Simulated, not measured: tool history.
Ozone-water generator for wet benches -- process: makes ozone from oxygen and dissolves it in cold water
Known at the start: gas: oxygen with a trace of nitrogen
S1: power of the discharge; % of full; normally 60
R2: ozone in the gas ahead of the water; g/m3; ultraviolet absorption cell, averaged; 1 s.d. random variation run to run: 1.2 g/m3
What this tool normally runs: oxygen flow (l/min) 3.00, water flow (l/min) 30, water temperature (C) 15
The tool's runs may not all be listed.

Run 1, hour 0.0: usual settings. Result: dissolved ozone (ppm) 13.8, R2 212.4 g/m3.
Run 2, hour 152.2: usual settings. Result: dissolved ozone (ppm) 13.6, R2 212.9 g/m3.
Run 3, hour 248.6: usual settings. Result: dissolved ozone (ppm) 13.9, R2 210.7 g/m3.
Run 4, hour 399.5: usual settings but water temperature (C) 14. Result: dissolved ozone (ppm) 14.0, R2 212.3 g/m3.
Run 5, hour 522.5: usual settings but S1 54 % of full. Result: dissolved ozone (ppm) 13.1, R2 199.1 g/m3.
Run 6, hour 654.7: usual settings. Result: dissolved ozone (ppm) 13.8, R2 209.9 g/m3.
Run 7, hour 819.7: usual settings but S1 44 % of full, oxygen flow (l/min) 3.15, water temperature (C) 10. Result: dissolved ozone (ppm) 12.6, R2 174.0 g/m3.
Run 8, hour 1012.9: usual settings but S1 44 % of full, oxygen flow (l/min) 4.32, water flow (l/min) 37, water temperature (C) 10. Result: dissolved ozone (ppm) 10.9, R2 150.1 g/m3.
Run 9, hour 1129.3: usual settings but S1 44 % of full, oxygen flow (l/min) 4.32, water flow (l/min) 37, water temperature (C) 10. Result: dissolved ozone (ppm) 10.8, R2 149.9 g/m3.
Run 10, hour 1266.3: usual settings but water temperature (C) 8. Result: dissolved ozone (ppm) 14.6, R2 212.2 g/m3.
Run 11, hour 1391.6: usual settings but water flow (l/min) 21. Result: dissolved ozone (ppm) 19.5, R2 212.2 g/m3.

Predict each of these 4 candidate next runs independently; none follows another, all start after run 11:
Run A, hour 1609.4: usual settings but S1 75 % of full, water flow (l/min) 25, water temperature (C) 16. Result: dissolved ozone (ppm) ?, R2 ?.
Run B, hour 1609.4: usual settings but S1 69 % of full, oxygen flow (l/min) 1.80, water flow (l/min) 29. Result: dissolved ozone (ppm) ?, R2 ?.
Run C, hour 1609.4: usual settings but S1 63 % of full, oxygen flow (l/min) 3.29, water flow (l/min) 31. Result: dissolved ozone (ppm) ?, R2 ?.
Run D, hour 1609.4: usual settings but S1 42 % of full, oxygen flow (l/min) 2.90, water temperature (C) 7. Result: dissolved ozone (ppm) ?, R2 ?.

run  dissolved ozone (ppm)     R2
  A                   18.6  237.9
  B                   13.3  294.2
  C                   13.8  206.9
  D                   12.2  177.7
With no hidden state in the tool, these same runs would have given:
run  dissolved ozone (ppm)     R2
  A                   18.6  238.1
  B                   13.3  294.5
  C                   13.8  207.1
  D                   12.2  177.8

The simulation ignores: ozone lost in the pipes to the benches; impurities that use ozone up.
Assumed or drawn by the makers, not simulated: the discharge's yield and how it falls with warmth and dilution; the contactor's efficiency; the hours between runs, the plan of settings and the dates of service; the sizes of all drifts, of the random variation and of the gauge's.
